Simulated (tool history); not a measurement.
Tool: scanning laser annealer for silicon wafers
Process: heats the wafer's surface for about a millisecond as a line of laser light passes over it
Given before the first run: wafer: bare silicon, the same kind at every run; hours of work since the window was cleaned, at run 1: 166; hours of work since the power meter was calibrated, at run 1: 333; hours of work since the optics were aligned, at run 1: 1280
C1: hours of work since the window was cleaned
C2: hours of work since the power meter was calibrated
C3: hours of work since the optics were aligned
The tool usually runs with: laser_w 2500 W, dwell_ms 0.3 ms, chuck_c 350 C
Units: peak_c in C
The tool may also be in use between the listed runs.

run 1 day=0 | laser_w=2500 dwell_ms=0.3 chuck_c=350 | C1=166 C2=333 C3=1280 | peak_c=1132
run 2 day=0.871 | laser_w=2233 dwell_ms=0.3 chuck_c=350 | C1=178 C2=344 C3=1292 | peak_c=1029
run 3 day=1.567 | laser_w=2233 dwell_ms=0.3 chuck_c=350 | C1=188 C2=354 C3=1302 | peak_c=1027
run 4 day=2.721 | laser_w=2233 dwell_ms=0.3 chuck_c=350 | C1=203 C2=370 C3=1317 | peak_c=1026
run 5 day=3.658 | laser_w=2233 dwell_ms=0.3 chuck_c=350 | C1=216 C2=382 C3=1330 | peak_c=1026
run 6 day=4.517 | laser_w=2233 dwell_ms=0.3 chuck_c=350 | C1=228 C2=394 C3=1342 | peak_c=1023
run 7 day=5.592 | laser_w=2292 dwell_ms=0.254 chuck_c=326 | C1=242 C2=409 C3=1356 | peak_c=954
run 8 day=6.254 | laser_w=2500 dwell_ms=0.3 chuck_c=384 | C1=251 C2=418 C3=1365 | peak_c=1156

Expected results for the next run?
run 9 day=7.283 | laser_w=2500 dwell_ms=0.3 chuck_c=384 | C1=265 C2=432 C3=1379 | peak_c=?

Logged for run 9: peak_c 1155 C.
Had the tool carried no hidden state, the very same run would have given peak_c 1206 C.

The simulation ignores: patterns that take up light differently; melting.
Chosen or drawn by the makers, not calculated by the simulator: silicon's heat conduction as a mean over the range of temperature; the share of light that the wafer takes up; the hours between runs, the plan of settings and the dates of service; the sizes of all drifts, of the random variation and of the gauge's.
